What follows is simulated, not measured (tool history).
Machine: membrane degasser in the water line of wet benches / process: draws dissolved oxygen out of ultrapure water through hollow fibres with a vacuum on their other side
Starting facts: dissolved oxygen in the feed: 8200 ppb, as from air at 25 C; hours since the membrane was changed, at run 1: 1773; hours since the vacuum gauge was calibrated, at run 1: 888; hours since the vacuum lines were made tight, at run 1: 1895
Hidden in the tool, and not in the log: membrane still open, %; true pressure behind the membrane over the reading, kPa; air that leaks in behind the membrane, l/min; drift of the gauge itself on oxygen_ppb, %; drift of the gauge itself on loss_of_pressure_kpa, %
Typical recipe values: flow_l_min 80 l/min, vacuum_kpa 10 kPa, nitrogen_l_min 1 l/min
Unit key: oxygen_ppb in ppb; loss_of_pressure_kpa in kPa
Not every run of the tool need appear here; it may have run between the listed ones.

run,hour,flow_l_min,vacuum_kpa,nitrogen_l_min,hours since the membrane was changed,hours since the vacuum gauge was calibrated,hours since the vacuum lines were made tight,oxygen_ppb,loss_of_pressure_kpa
1,0,80,10,1,1773,888,1895,868.1,50.16
2,37.1,80,10,1,1810,925,1932,857.2,49.85
3,79.2,83,10,1,1852,967,1974,888.7,51.72
4,124,80,10,0.72,1897,1012,2019,1054.3,49.62
5,145.4,80,11.4,0.72,1919,1034,2040,1243,49.69
6,166.9,80,11.4,0.72,1940,1055,2062,1249.6,49.61
7,199.7,80,9.8,1,1973,1088,2095,849.7,49.95
8,229.6,80,9.8,1,2003,1118,2124,847.6,49.85
9,263.1,80,9.8,1,2036,1151,2158,838.1,49.8
10,289,80,9.8,1.36,2062,1177,2184,693.2,49.93
11,326.5,80,9.8,1.36,2100,1215,2221,686.2,49.66
12,358.7,80,10,1.48,2132,1247,2254,668.4,49.5
13,401.2,80,10,1.48,2174,1290,2296,665.1,49.87
14,437.4,80,10,1.48,2211,1326,2332,669.3,50.13
15,468.5,57,7.6,0.52,2242,1357,2363,692.5,35.4
16,501.4,57,7.6,0.52,2275,1390,2396,696.3,36.04
# hour 504.7: vacuum gauge calibrated
17,542.7,57,7.6,0.52,2315,38,2437,701.7,35.54
18,566.9,72,10,1,2340,62,2461,820.4,45.03
19,602.4,72,10,1,2375,98,2497,811.6,44.93
20,647.3,72,10,2.26,2420,143,2542,447.9,45.22
# hour 663.3: vacuum gauge calibrated, once more
21,690.6,61,7.7,1.18,2463,27,2584,426.5,38.38
22,712.9,73,11.8,1.14,2485,50,2607,906.8,45.52
23,751.9,55,7.1,1.21,2524,89,2646,333.1,34.72
24,774.1,55,12.8,1.21,2546,111,2668,785.7,34.65
25,820.2,75,14.3,1,2592,157,2714,1272.7,47.18

Below are 4 alternative next runs, each starting from the tool's condition after run 25. Predict each:
A,862.1,109,17.6,1,2634,199,2756,?,?
B,862.1,54,19.2,1,2634,199,2756,?,?
C,862.1,64,6.5,0.43,2634,199,2756,?,?
D,862.1,76,10,1,2634,199,2756,?,?

run,oxygen_ppb,loss_of_pressure_kpa
A,1996.2,68.8
B,1413,34.1
C,616.9,40.21
D,823.1,48
Without the tool's hidden state the same runs would have given:
run,oxygen_ppb,loss_of_pressure_kpa
A,1995.9,67.64
B,1414.2,33.53
C,620.2,39.53
D,824.2,47.19
